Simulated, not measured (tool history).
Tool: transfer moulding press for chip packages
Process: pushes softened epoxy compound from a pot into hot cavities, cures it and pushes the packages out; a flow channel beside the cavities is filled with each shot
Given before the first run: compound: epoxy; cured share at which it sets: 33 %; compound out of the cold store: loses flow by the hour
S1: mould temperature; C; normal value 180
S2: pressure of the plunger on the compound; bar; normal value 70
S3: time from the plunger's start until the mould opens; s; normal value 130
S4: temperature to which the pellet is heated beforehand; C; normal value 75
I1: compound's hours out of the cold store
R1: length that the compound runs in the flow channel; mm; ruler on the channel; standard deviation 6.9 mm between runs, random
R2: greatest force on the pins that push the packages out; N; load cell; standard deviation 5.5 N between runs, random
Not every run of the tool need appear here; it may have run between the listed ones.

Run 1, hour 0: usual settings; I1 43. Result: R1 719 mm, R2 204 N.
At hour 46.6: plunger's sealing rings changed.
Run 2, hour 46.6: usual settings; I1 8.7. Result: R1 887 mm, R2 358 N.
At hour 54.2: cavities cleaned with cleaning compound and waxed.
At hour 103.8: cavities cleaned with cleaning compound and waxed.
Run 3, hour 121: usual settings; I1 42.8. Result: R1 752 mm, R2 275 N.
At hour 153.7: cavities cleaned with cleaning compound and waxed.
Run 4, hour 187.7: usual settings; I1 46.2. Result: R1 743 mm, R2 309 N.
At hour 211.2: cavities cleaned with cleaning compound and waxed.
At hour 238.4: mould's thermocouples calibrated.
At hour 265.6: cavities cleaned with cleaning compound and waxed.
Run 5, hour 277.7: usual settings; I1 13.3. Result: R1 817 mm, R2 257 N.
At hour 308.3: cavities cleaned with cleaning compound and waxed, once more.
At hour 362: cavities cleaned with cleaning compound and waxed.
Run 6, hour 368.9: usual settings but S2 79.9 bar, S4 77 C; I1 12.7. Result: R1 846 mm, R2 248 N.
At hour 416.8: cavities cleaned with cleaning compound and waxed.
Run 7, hour 429.9: usual settings but S1 186 C, S3 151 s; I1 22.8. Result: R1 748 mm, R2 222 N.
At hour 438.5: plunger's sealing rings changed.
At hour 471.5: cavities cleaned with cleaning compound and waxed.
Run 8, hour 516.7: usual settings but S1 185 C, S2 56.9 bar, S3 137 s; I1 30.4. Result: R1 714 mm, R2 296 N.
At hour 526.5: cavities cleaned with cleaning compound and waxed.
At hour 579.6: cavities cleaned with cleaning compound and waxed.
Run 9, hour 582.5: usual settings but S1 183 C, S2 64 bar, S3 125 s, S4 82 C; I1 27.8. Result: R1 744 mm, R2 196 N.
At hour 631.8: cavities cleaned with cleaning compound and waxed.
Run 10, hour 673.2: usual settings but S1 188 C, S2 79.9 bar, S3 168 s, S4 83 C; I1 21.3. Result: R1 846 mm, R2 274 N.

What if the next run were any one of these 3? Each begins from the tool's condition after run 10:
At hour 682.6: cavities cleaned with cleaning compound and waxed.
At hour 735.2: cavities cleaned with cleaning compound and waxed.
Run A, hour 764.4: usual settings but S1 182 C, S2 70.4 bar, S3 168 s, S4 83 C; I1 8.8. Result: R1 ?, R2 ?.
At hour 682.6: cavities cleaned with cleaning compound and waxed.
At hour 735.2: cavities cleaned with cleaning compound and waxed.
Run B, hour 764.4: usual settings; I1 27.9. Result: R1 ?, R2 ?.
At hour 682.6: cavities cleaned with cleaning compound and waxed.
At hour 735.2: cavities cleaned with cleaning compound and waxed.
Run C, hour 764.4: usual settings but S1 182 C, S2 79.9 bar, S3 121 s, S4 84 C; I1 12.4. Result: R1 ?, R2 ?.

run   R1   R2
  A  813  243
  B  763  304
  C  851  319
The same runs, with their run-to-run variation unchanged, on a tool lacking any hidden condition would have given:
run   R1   R2
  A  884  150
  B  829  189
  C  926  201
